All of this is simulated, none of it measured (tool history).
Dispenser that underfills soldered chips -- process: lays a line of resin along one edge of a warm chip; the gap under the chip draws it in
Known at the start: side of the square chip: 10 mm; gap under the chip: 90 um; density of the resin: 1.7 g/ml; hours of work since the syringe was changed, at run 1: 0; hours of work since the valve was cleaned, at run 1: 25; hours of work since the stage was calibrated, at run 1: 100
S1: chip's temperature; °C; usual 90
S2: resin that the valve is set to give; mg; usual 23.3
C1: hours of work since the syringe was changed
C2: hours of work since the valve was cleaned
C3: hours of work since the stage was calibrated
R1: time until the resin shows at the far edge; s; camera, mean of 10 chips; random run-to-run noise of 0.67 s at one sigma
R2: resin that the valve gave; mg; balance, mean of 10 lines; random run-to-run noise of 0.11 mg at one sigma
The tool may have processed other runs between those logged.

{"run": 1, "hour": 0.0, "S1": 90, "S2": 23.3, "C1": 0, "C2": 25, "C3": 100, "R1": 59.5, "R2": 22.88}
{"run": 2, "hour": 8.5, "S1": 90, "S2": 23.3, "C1": 6, "C2": 31, "C3": 106, "R1": 82.2, "R2": 22.63}
{"hour": 9.4, "done": "new syringe of resin"}
{"run": 3, "hour": 13.4, "S1": 90, "S2": 23.3, "C1": 3, "C2": 34, "C3": 109, "R1": 70, "R2": 22.68}
{"run": 4, "hour": 17.4, "S1": 90, "S2": 23.3, "C1": 5, "C2": 37, "C3": 112, "R1": 82.7, "R2": 22.45}
{"hour": 18.4, "done": "new syringe of resin"}
{"run": 5, "hour": 26.5, "S1": 102, "S2": 23.3, "C1": 6, "C2": 43, "C3": 118, "R1": 47.7, "R2": 22.43}
{"hour": 28.1, "done": "new syringe of resin"}
{"run": 6, "hour": 31.4, "S1": 90, "S2": 23.9, "C1": 2, "C2": 46, "C3": 121, "R1": 66.2, "R2": 23}
{"run": 7, "hour": 36.6, "S1": 90, "S2": 23.9, "C1": 6, "C2": 49, "C3": 124, "R1": 81.2, "R2": 22.97}
{"hour": 37.4, "done": "new syringe of resin"}
{"run": 8, "hour": 43.4, "S1": 99, "S2": 23.3, "C1": 4, "C2": 54, "C3": 129, "R1": 50.3, "R2": 22.32}
{"hour": 46.9, "done": "new syringe of resin"}
{"run": 9, "hour": 48.1, "S1": 99, "S2": 23.3, "C1": 1, "C2": 57, "C3": 132, "R1": 41.5, "R2": 22.21}
{"hour": 56.0, "done": "new syringe of resin"}
{"run": 10, "hour": 56.0, "S1": 90, "S2": 23.3, "C1": 0, "C2": 62, "C3": 137, "R1": 58.7, "R2": 21.96}
{"run": 11, "hour": 61.0, "S1": 90, "S2": 23.3, "C1": 3, "C2": 65, "C3": 140, "R1": 72.7, "R2": 22.01}
{"hour": 65.4, "done": "new syringe of resin"}
{"hour": 69.2, "done": "dispensing valve cleaned and set on the balance"}
{"run": 12, "hour": 70.6, "S1": 90, "S2": 23.3, "C1": 3, "C2": 1, "C3": 146, "R1": 66.9, "R2": 23.39}
{"hour": 75.4, "done": "new syringe of resin"}
{"run": 13, "hour": 79.5, "S1": 90, "S2": 23.3, "C1": 3, "C2": 7, "C3": 152, "R1": 68.8, "R2": 23.28}
{"hour": 84.5, "done": "new syringe of resin"}
{"run": 14, "hour": 86.3, "S1": 90, "S2": 23.3, "C1": 1, "C2": 11, "C3": 156, "R1": 62.8, "R2": 23.08}
{"run": 15, "hour": 93.0, "S1": 90, "S2": 25.8, "C1": 6, "C2": 16, "C3": 161, "R1": 81.2, "R2": 25.55}
{"hour": 93.9, "done": "new syringe of resin"}
{"run": 16, "hour": 98.2, "S1": 90, "S2": 25.8, "C1": 3, "C2": 19, "C3": 164, "R1": 69.4, "R2": 25.4}
{"hour": 103.6, "done": "new syringe of resin"}
{"run": 17, "hour": 103.7, "S1": 90, "S2": 23.3, "C1": 0, "C2": 23, "C3": 168, "R1": 57.6, "R2": 22.81}
{"run": 18, "hour": 107.6, "S1": 100, "S2": 23.5, "C1": 3, "C2": 25, "C3": 170, "R1": 42.8, "R2": 22.97}
{"run": 19, "hour": 112.0, "S1": 98, "S2": 24, "C1": 6, "C2": 28, "C3": 173, "R1": 56.9, "R2": 23.41}
{"hour": 112.9, "done": "new syringe of resin"}
{"run": 20, "hour": 119.0, "S1": 89, "S2": 24.5, "C1": 4, "C2": 33, "C3": 178, "R1": 77.3, "R2": 23.88}
{"hour": 122.3, "done": "new syringe of resin"}
{"run": 21, "hour": 123.8, "S1": 87, "S2": 23.3, "C1": 1, "C2": 36, "C3": 181, "R1": 72.3, "R2": 22.6}
{"hour": 131.4, "done": "new syringe of resin"}
{"run": 22, "hour": 131.4, "S1": 85, "S2": 26.6, "C1": 0, "C2": 41, "C3": 186, "R1": 71.1, "R2": 25.82}
{"run": 23, "hour": 138.6, "S1": 85, "S2": 26.6, "C1": 5, "C2": 46, "C3": 191, "R1": 98.4, "R2": 25.52}
{"hour": 140.4, "done": "new syringe of resin"}
{"run": 24, "hour": 147.9, "S1": 85, "S2": 26.6, "C1": 5, "C2": 52, "C3": 197, "R1": 98.1, "R2": 25.5}
{"hour": 149.4, "done": "new syringe of resin"}
{"run": 25, "hour": 156.2, "S1": 90, "S2": 21.1, "C1": 5, "C2": 57, "C3": 202, "R1": 76.9, "R2": 20.2}
{"hour": 158.4, "done": "new syringe of resin"}
{"run": 26, "hour": 164.6, "S1": 89, "S2": 19.8, "C1": 4, "C2": 63, "C3": 208, "R1": 82.6, "R2": 18.6}
{"hour": 167.9, "done": "new syringe of resin"}
{"run": 27, "hour": 172.0, "S1": 77, "S2": 21.8, "C1": 3, "C2": 68, "C3": 213, "R1": 132.3, "R2": 20.71}
{"hour": 176.3, "done": "dispensing valve cleaned and set on the balance"}
{"hour": 178.1, "done": "new syringe of resin"}
{"run": 28, "hour": 178.1, "S1": 82, "S2": 27.3, "C1": 0, "C2": 1, "C3": 216, "R1": 82.4, "R2": 27.19}
{"run": 29, "hour": 181.9, "S1": 79, "S2": 21.8, "C1": 3, "C2": 4, "C3": 219, "R1": 115.8, "R2": 21.73}
{"hour": 187.0, "done": "new syringe of resin"}
{"run": 30, "hour": 190.5, "S1": 79, "S2": 21.8, "C1": 2, "C2": 9, "C3": 224, "R1": 112.6, "R2": 21.59}
{"hour": 196.6, "done": "new syringe of resin"}
{"run": 31, "hour": 196.7, "S1": 79, "S2": 21.8, "C1": 0, "C2": 13, "C3": 228, "R1": 95.3, "R2": 21.36}
{"run": 32, "hour": 202.2, "S1": 89, "S2": 20.4, "C1": 4, "C2": 17, "C3": 232, "R1": 73.3, "R2": 20.04}
{"hour": 205.6, "done": "new syringe of resin"}
{"run": 33, "hour": 211.9, "S1": 91, "S2": 23.3, "C1": 4, "C2": 23, "C3": 238, "R1": 68.2, "R2": 22.66}
{"hour": 214.6, "done": "new syringe of resin"}
{"run": 34, "hour": 217.0, "S1": 91, "S2": 23.3, "C1": 2, "C2": 27, "C3": 242, "R1": 60.5, "R2": 22.61}

Each row is a separate what-if for the run after 34, all from the same tool condition, not one after another. Results?
{"hour": 223.6, "done": "new syringe of resin"}
{"run": "A", "hour": 226.4, "S1": 95, "S2": 26.5, "C1": 2, "C2": 33, "C3": 248, "R1": "?", "R2": "?"}
{"hour": 223.6, "done": "new syringe of resin"}
{"run": "B", "hour": 226.4, "S1": 96, "S2": 26.1, "C1": 2, "C2": 33, "C3": 248, "R1": "?", "R2": "?"}
{"hour": 223.6, "done": "new syringe of resin"}
{"run": "C", "hour": 226.4, "S1": 98, "S2": 23.3, "C1": 2, "C2": 33, "C3": 248, "R1": "?", "R2": "?"}
{"hour": 223.6, "done": "new syringe of resin"}
{"run": "D", "hour": 226.4, "S1": 95, "S2": 28.8, "C1": 2, "C2": 33, "C3": 248, "R1": "?", "R2": "?"}
{"hour": 223.6, "done": "new syringe of resin"}
{"run": "E", "hour": 226.4, "S1": 91, "S2": 23.7, "C1": 2, "C2": 33, "C3": 248, "R1": "?", "R2": "?"}

run=A R1=49.1 R2=25.64
run=B R1=47.4 R2=25.51
run=C R1=44.2 R2=22.56
run=D R1=48.2 R2=27.92
run=E R1=60.9 R2=22.84
Take away the tool's hidden state, keep each run's random variation, and the runs would have read:
run=A R1=46.4 R2=26.39
run=B R1=44.7 R2=26.25
run=C R1=41.6 R2=23.22
run=D R1=45.5 R2=28.73
run=E R1=57.5 R2=23.51
